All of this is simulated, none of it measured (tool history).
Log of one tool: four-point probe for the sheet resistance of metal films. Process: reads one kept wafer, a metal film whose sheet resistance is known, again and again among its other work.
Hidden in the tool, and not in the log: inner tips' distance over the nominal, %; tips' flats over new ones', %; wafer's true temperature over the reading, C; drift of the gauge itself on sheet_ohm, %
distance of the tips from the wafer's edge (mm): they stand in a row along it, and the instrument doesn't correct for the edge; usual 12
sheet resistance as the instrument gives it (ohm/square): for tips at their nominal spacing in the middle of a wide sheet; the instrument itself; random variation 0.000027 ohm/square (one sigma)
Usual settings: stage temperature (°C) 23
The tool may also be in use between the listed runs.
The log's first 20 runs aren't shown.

run	hour	stage temperature (°C)	distance of the tips from the wafer's edge (mm)	touches since the probe head was changed	hours of work since the stage's thermometer was calibrated	sheet resistance as the instrument gives it (ohm/square)
21	473.9	23	3	12938	548	0.143958
22	499.3	19	3	13297	566	0.143559
23	513.6	34	15	13499	576	0.137659
24	536.9	23	4	13827	592	0.140766
25	559.2	23	4	14141	608	0.140746
26	592.9	28	16	14617	631	0.137091
27	617.8	19	7	14967	649	0.137368
28	633.1	30	12	15183	659	0.137462
29	656.5	30	12	15513	676	0.137515
30	670.6	24	33	15712	686	0.136444
31	692.6	24	33	16023	701	0.136508
32	721.5	26	5	16431	721	0.139466
33	741.2	25	5	16708	735	0.139388
34	772.5	25	5	17150	757	0.139402
35	793.9	25	5	17452	772	0.139417
36	813.3	25	5	17725	786	0.139406
37	841.9	26	69	18128	806	0.136584
38	866.9	30	5	18481	823	0.139862
39	882.1	29	19	18695	834	0.137188
40	904.7	29	19	19013	850	0.137072
41	919.9	20	3	19227	860	0.143631
42	942.5	19	14	19547	876	0.136232
43	969.6	22	9	19929	895	0.137096
44	984.0	25	3	20133	905	0.144206

3 ways to go on from here, each from the tool as it stands after run 44. What would each give?
A	1008.7	24	3	20481	922	?
B	1008.7	28	7	20481	922	?
C	1008.7	29	7	20481	922	?

run	sheet resistance as the instrument gives it (ohm/square)
A	0.144058
B	0.138346
C	0.138359
Without the tool's hidden state the same runs would have given:
run	sheet resistance as the instrument gives it (ohm/square)
A	0.144058
B	0.138346
C	0.138359

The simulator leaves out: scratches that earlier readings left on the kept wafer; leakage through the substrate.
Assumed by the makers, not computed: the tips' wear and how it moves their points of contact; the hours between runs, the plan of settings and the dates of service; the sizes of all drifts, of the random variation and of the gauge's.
